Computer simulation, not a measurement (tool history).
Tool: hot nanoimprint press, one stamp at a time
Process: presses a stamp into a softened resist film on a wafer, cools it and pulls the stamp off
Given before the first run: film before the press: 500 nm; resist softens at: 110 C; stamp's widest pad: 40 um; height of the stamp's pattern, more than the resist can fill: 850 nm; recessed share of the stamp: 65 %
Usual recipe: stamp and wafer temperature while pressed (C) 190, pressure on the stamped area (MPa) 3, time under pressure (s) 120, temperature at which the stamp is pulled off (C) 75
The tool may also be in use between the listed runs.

| run | day | stamp and wafer temperature while pressed (C) | pressure on the stamped area (MPa) | time under pressure (s) | temperature at which the stamp is pulled off (C) | resist left under the stamp's widest pad (angstrom) | greatest force while the stamp is pulled off (N) |
|---|---|---|---|---|---|---|---|
| 1 | 0 | 190 | 3 | 120 | 75 | 2875 | 123 |
| 2 | 0.208 | 190 | 2.38 | 120 | 75 | 3176 | 123 |
| 3 | 0.379 | 190 | 2.38 | 120 | 75 | 3184 | 126 |
| 4 | 0.629 | 190 | 2.38 | 120 | 75 | 3184 | 126 |
| 5 | 0.967 | 190 | 2.38 | 120 | 75 | 3170 | 129 |
| 6 | 1.162 | 190 | 2.38 | 120 | 75 | 3203 | 127 |
| 7 | 1.354 | 190 | 2.2 | 120 | 75 | 3276 | 131 |
| 8 | 1.675 | 197 | 3 | 120 | 75 | 2386 | 129 |
| 9 | 2.004 | 190 | 3 | 79 | 75 | 3268 | 128 |
| 10 | 2.283 | 190 | 3 | 79 | 75 | 3247 | 128 |
| 11 | 2.629 | 190 | 3 | 79 | 75 | 3263 | 127 |
| 12 | 3.029 | 190 | 3 | 79 | 75 | 3279 | 130 |
| 13 | 3.408 | 192 | 3 | 120 | 75 | 2741 | 128 |
| 14 | 3.612 | 192 | 3 | 120 | 75 | 2745 | 136 |
| 15 | 3.996 | 192 | 3 | 120 | 75 | 2748 | 132 |
| 16 | 4.304 | 194 | 2.55 | 120 | 75 | 2821 | 135 |
| 17 | 4.688 | 194 | 2.55 | 120 | 75 | 2812 | 133 |
| 18 | 5.046 | 189 | 3 | 120 | 72 | 3005 | 144 |
| 19 | 5.4 | 189 | 3 | 120 | 72 | 2993 | 149 |
| 20 | 5.721 | 190 | 4.58 | 115 | 75 | 2432 | 132 |
| 21 | 5.921 | 190 | 4.58 | 115 | 75 | 2425 | 139 |
| 22 | 6.296 | 181 | 2.13 | 199 | 75 | 3665 | 135 |
| 23 | 6.517 | 190 | 4.24 | 120 | 75 | 2481 | 135 |
| 24 | 6.804 | 190 | 4.24 | 120 | 75 | 2490 | 138 |
| 25 | 6.992 | 190 | 3.54 | 120 | 75 | 2711 | 139 |
| 26 | 7.35 | 190 | 3.54 | 120 | 75 | 2710 | 141 |
| 27 | 7.617 | 190 | 3.54 | 120 | 75 | 2706 | 144 |
| 28 | 7.846 | 190 | 3.54 | 120 | 75 | 2706 | 136 |
| 29 | 8.112 | 192 | 4.06 | 120 | 75 | 2414 | 138 |

Table of differences, measured result less the result of that run with no hidden state. Run-to-run variation is the same in both. Gauge scatter possibly is not:
Unlogged tool condition in this case: true temperature over the reading, C; pressure that arrives at the usual setting, %; grip of the stamp's worn release coat, % over a new coat's; drift of the gauge itself on residual_nm, %; drift of the gauge itself on pull_off_n, %.
| run | resist left under the stamp's widest pad (angstrom) | greatest force while the stamp is pulled off (N) |
|---|---|---|
| 1 | +65 | +24 |
| 2 | +64 | +25 |
| 3 | +64 | +25 |
| 4 | +66 | +26 |
| 5 | +67 | +27 |
| 6 | +68 | +27 |
| 7 | +68 | +28 |
| 8 | +62 | +28 |
| 9 | +74 | +29 |
| 10 | +75 | +29 |
| 11 | +76 | +30 |
| 12 | +79 | +31 |
| 13 | +77 | +31 |
| 14 | +78 | +33 |
| 15 | +79 | +34 |
| 16 | +78 | +34 |
| 17 | +79 | +35 |
| 18 | +89 | +37 |
| 19 | +90 | +39 |
| 20 | +93 | +36 |
| 21 | +95 | +38 |
| 22 | +90 | +38 |
| 23 | +96 | +38 |
| 24 | +97 | +40 |
| 25 | +98 | +40 |
| 26 | +99 | +41 |
| 27 | +100 | +42 |
| 28 | +101 | +40 |
| 29 | +99 | +41 |

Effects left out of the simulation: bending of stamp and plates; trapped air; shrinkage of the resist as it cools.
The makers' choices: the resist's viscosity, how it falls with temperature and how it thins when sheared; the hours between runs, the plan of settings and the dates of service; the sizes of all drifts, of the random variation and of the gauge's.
